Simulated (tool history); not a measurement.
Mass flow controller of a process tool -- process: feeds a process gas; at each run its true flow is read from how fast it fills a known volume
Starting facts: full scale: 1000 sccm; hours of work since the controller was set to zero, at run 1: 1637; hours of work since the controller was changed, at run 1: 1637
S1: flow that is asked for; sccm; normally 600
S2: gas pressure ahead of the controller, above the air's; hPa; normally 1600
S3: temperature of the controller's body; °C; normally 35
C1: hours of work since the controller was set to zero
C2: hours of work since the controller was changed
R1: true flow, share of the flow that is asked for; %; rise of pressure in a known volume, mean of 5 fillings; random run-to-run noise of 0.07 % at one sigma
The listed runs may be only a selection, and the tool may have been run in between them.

run 1 hour=0.0 | S1=600 S2=1600 S3=35 | C1=1637 C2=1637 | R1=99.00
run 2 hour=238.4 | S1=600 S2=1600 S3=35 | C1=1726 C2=1726 | R1=99.07
run 3 hour=423.5 | S1=600 S2=1600 S3=35 | C1=1795 C2=1795 | R1=99.11
run 4 hour=533.8 | S1=600 S2=1600 S3=35 | C1=1836 C2=1836 | R1=98.93
run 5 hour=752.0 | S1=600 S2=1600 S3=27 | C1=1917 C2=1917 | R1=99.69
run 6 hour=930.6 | S1=600 S2=1600 S3=27 | C1=1983 C2=1983 | R1=99.65
run 7 hour=1158.5 | S1=600 S2=1600 S3=27 | C1=2068 C2=2068 | R1=99.81
run 8 hour=1397.1 | S1=600 S2=1600 S3=27 | C1=2157 C2=2157 | R1=99.67
run 9 hour=1535.5 | S1=600 S2=1600 S3=27 | C1=2209 C2=2209 | R1=99.67
run 10 hour=1711.7 | S1=600 S2=1570 S3=35 | C1=2274 C2=2274 | R1=99.13
run 11 hour=1932.1 | S1=600 S2=1600 S3=35 | C1=2356 C2=2356 | R1=99.08
run 12 hour=2194.0 | S1=600 S2=1600 S3=35 | C1=2454 C2=2454 | R1=99.11
run 13 hour=2424.2 | S1=600 S2=1600 S3=35 | C1=2540 C2=2540 | R1=99.07
run 14 hour=2667.0 | S1=600 S2=1600 S3=35 | C1=2630 C2=2630 | R1=99.04
run 15 hour=2839.4 | S1=600 S2=1600 S3=35 | C1=2694 C2=2694 | R1=99.18
run 16 hour=2951.7 | S1=600 S2=1600 S3=31 | C1=2736 C2=2736 | R1=99.50
run 17 hour=3116.5 | S1=600 S2=1600 S3=31 | C1=2798 C2=2798 | R1=99.56
run 18 hour=3257.3 | S1=600 S2=1670 S3=31 | C1=2850 C2=2850 | R1=99.39
run 19 hour=3500.9 | S1=600 S2=1600 S3=28 | C1=2941 C2=2941 | R1=99.75
run 20 hour=3752.3 | S1=600 S2=1600 S3=28 | C1=3034 C2=3034 | R1=99.83
run 21 hour=3892.0 | S1=600 S2=1600 S3=28 | C1=3086 C2=3086 | R1=99.72
run 22 hour=4113.3 | S1=600 S2=1600 S3=28 | C1=3169 C2=3169 | R1=99.71
run 23 hour=4375.0 | S1=133 S2=1860 S3=25 | C1=3266 C2=3266 | R1=95.85
run 24 hour=4498.3 | S1=600 S2=2710 S3=24 | C1=3312 C2=3312 | R1=100.44
run 25 hour=4705.7 | S1=600 S2=2710 S3=24 | C1=3389 C2=3389 | R1=100.50
run 26 hour=4929.9 | S1=764 S2=1450 S3=24 | C1=3473 C2=3473 | R1=100.43
run 27 hour=5109.8 | S1=607 S2=1600 S3=35 | C1=3540 C2=3540 | R1=99.38
run 28 hour=5284.3 | S1=607 S2=1600 S3=35 | C1=3605 C2=3605 | R1=99.34
run 29 hour=5452.7 | S1=607 S2=1600 S3=35 | C1=3668 C2=3668 | R1=99.34
run 30 hour=5595.3 | S1=563 S2=2280 S3=25 | C1=3721 C2=3721 | R1=100.32
run 31 hour=5772.3 | S1=587 S2=1720 S3=26 | C1=3787 C2=3787 | R1=100.09
run 32 hour=6028.1 | S1=600 S2=2780 S3=35 | C1=3882 C2=3882 | R1=99.76
run 33 hour=6161.1 | S1=600 S2=2580 S3=35 | C1=3931 C2=3931 | R1=99.69
run 34 hour=6327.0 | S1=234 S2=2580 S3=20 | C1=3993 C2=3993 | R1=98.48
run 35 hour=6543.2 | S1=355 S2=1580 S3=40 | C1=4074 C2=4074 | R1=97.82
run 36 hour=6729.6 | S1=195 S2=1600 S3=37 | C1=4143 C2=4143 | R1=96.00
run 37 hour=6991.8 | S1=195 S2=1920 S3=36 | C1=4241 C2=4241 | R1=96.09
run 38 hour=7199.0 | S1=195 S2=1920 S3=36 | C1=4318 C2=4318 | R1=96.18
run 39 hour=7420.9 | S1=138 S2=2190 S3=26 | C1=4401 C2=4401 | R1=95.01
run 40 hour=7527.7 | S1=860 S2=1810 S3=23 | C1=4440 C2=4440 | R1=101.04
run 41 hour=7759.2 | S1=187 S2=1810 S3=23 | C1=4527 C2=4527 | R1=96.76
run 42 hour=7957.3 | S1=446 S2=1440 S3=35 | C1=4600 C2=4600 | R1=98.75
run 43 hour=8137.1 | S1=133 S2=1460 S3=27 | C1=4667 C2=4667 | R1=94.10

Consider 5 possible next runs. They are alternatives, not a sequence: every one starts from the tool as it was left by run 43. What does each give?
run A hour=8391.9 | S1=374 S2=1600 S3=29 | C1=4762 C2=4762 | R1=?
run B hour=8391.9 | S1=172 S2=1660 S3=23 | C1=4762 C2=4762 | R1=?
run C hour=8391.9 | S1=600 S2=1930 S3=35 | C1=4762 C2=4762 | R1=?
run D hour=8391.9 | S1=600 S2=1470 S3=35 | C1=4762 C2=4762 | R1=?
run E hour=8391.9 | S1=957 S2=1600 S3=22 | C1=4762 C2=4762 | R1=?

run=A R1=98.84
run=B R1=96.10
run=C R1=99.56
run=D R1=99.49
run=E R1=101.36
The same runs, with their run-to-run variation unchanged, on a tool lacking any hidden condition would have given:
run=A R1=99.21
run=B R1=99.55
run=C R1=98.94
run=D R1=98.87
run=E R1=100.13
